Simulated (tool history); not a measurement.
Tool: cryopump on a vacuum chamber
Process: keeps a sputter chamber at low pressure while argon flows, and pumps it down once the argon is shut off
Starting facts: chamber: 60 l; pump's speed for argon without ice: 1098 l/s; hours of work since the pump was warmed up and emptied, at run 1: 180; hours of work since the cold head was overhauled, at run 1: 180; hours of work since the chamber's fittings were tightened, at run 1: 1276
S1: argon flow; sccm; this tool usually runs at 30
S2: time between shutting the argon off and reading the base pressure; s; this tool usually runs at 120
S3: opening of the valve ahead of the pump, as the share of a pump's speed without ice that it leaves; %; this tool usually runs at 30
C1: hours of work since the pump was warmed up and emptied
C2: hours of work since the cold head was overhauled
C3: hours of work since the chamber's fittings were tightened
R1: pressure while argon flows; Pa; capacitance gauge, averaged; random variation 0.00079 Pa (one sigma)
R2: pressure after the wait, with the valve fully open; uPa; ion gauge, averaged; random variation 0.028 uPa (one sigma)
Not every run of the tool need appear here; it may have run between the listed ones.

run	hour	S1	S2	S3	C1	C2	C3	R1	R2
1	0	30	120	30	180	180	1276	0.1592	3.05
2	23.7	43	120	30	196	196	1292	0.2267	3.09
3	50.1	43	120	30	215	215	1311	0.2276	3.1
4	69.4	30	120	30	228	228	1324	0.1591	3.08
5	94.9	32	120	30	246	246	1342	0.1706	3.13
6	112.1	12	120	30	258	258	1354	0.0633	3.19
7	128.7	12	120	30	270	270	1366	0.0647	3.19
8	150.6	30	120	30	285	285	1381	0.1609	3.16
9	173.5	30	120	27	301	301	1398	0.1793	3.28
10	209.8	30	120	17	327	327	1423	0.2786	3.26
11	234.6	30	120	17	344	344	1440	0.2801	3.42
12	269	30	29	18	368	368	1464	0.2659	6.64
13	297.1	30	29	18	388	388	1484	0.2673	6.68
14	327.9	30	60	54	410	410	1506	0.0966	4.58
15	351.8	50	60	54	426	426	1523	0.1614	4.63
16	383.8	14	32	59	449	449	1545	0.0428	6.41
17	399.8	14	32	59	460	460	1556	0.0431	6.7
18	419.7	32	222	21	474	474	1570	0.249	3.29
19	449.3	15	99	30	495	495	1591	0.0832	4.12
20	472.3	15	99	30	511	511	1607	0.0843	4.2
21	494.3	32	28	33	526	526	1623	0.1639	7.16
22	525.6	12	118	22	548	548	1645	0.0905	4.09

Below are 4 alternative next runs, each starting from the tool's condition after run 22. Predict each:
A	558.9	30	20	30	572	572	1668	?	?
B	558.9	51	25	30	572	572	1668	?	?
C	558.9	30	120	15	572	572	1668	?	?
D	558.9	30	120	24	572	572	1668	?	?

run	R1	R2
A	0.1712	9.09
B	0.2896	7.83
C	0.3217	4.15
D	0.2101	4.14
Had the tool no hidden state, the same runs would have come out as:
run	R1	R2
A	0.1542	6.3
B	0.2608	5.05
C	0.3049	1.31
D	0.1932	1.29
